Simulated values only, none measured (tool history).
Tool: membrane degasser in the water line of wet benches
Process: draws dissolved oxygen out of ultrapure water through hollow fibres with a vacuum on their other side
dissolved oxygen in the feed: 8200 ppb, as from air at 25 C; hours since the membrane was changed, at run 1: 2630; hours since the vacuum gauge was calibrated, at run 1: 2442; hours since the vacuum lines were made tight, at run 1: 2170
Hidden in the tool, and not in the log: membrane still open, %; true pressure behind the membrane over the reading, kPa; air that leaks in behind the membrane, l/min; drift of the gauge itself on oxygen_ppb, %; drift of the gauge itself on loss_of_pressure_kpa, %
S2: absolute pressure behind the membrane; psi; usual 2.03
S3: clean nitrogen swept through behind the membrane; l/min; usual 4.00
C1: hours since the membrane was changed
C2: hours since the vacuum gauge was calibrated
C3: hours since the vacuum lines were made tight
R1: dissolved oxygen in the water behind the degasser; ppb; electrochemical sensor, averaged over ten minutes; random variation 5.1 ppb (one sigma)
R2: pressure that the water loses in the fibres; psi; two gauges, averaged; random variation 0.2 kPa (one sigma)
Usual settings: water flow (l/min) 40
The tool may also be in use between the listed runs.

Run 1, hour 0.0: usual settings; C1 2630; C2 2442; C3 2170. Result: R1 516.4 ppb, R2 6.564 psi.
Run 2, hour 73.4: usual settings; C1 2703; C2 2515; C3 2243. Result: R1 503.8 ppb, R2 6.580 psi.
Run 3, hour 153.7: usual settings; C1 2783; C2 2595; C3 2323. Result: R1 508.0 ppb, R2 6.633 psi.
Run 4, hour 224.9: usual settings; C1 2854; C2 2667; C3 2395. Result: R1 510.2 ppb, R2 6.630 psi.
Run 5, hour 275.6: usual settings; C1 2905; C2 2717; C3 2445. Result: R1 509.4 ppb, R2 6.622 psi.
Run 6, hour 344.3: usual settings but S2 4.26 psi; C1 2974; C2 2786; C3 2514. Result: R1 819.1 ppb, R2 6.622 psi.
Run 7, hour 428.3: usual settings but water flow (l/min) 33, S2 4.76 psi, S3 1.75 l/min; C1 3058; C2 2870; C3 2598. Result: R1 1227.0 ppb, R2 5.446 psi.
Run 8, hour 468.3: usual settings but water flow (l/min) 33, S2 4.76 psi, S3 1.75 l/min; C1 3098; C2 2910; C3 2638. Result: R1 1261.9 ppb, R2 5.433 psi.

The next listed run, before its measurement:
Run 9, hour 539.5: usual settings but S2 1.28 psi, S3 6.88 l/min; C1 3169; C2 2981; C3 2709. Result: R1 ?, R2 ?.

R1: 351.4 ppb
R2: 6.651 psi
Without the tool's hidden state the same run would have given R1 351.0 ppb, R2 6.649 psi.

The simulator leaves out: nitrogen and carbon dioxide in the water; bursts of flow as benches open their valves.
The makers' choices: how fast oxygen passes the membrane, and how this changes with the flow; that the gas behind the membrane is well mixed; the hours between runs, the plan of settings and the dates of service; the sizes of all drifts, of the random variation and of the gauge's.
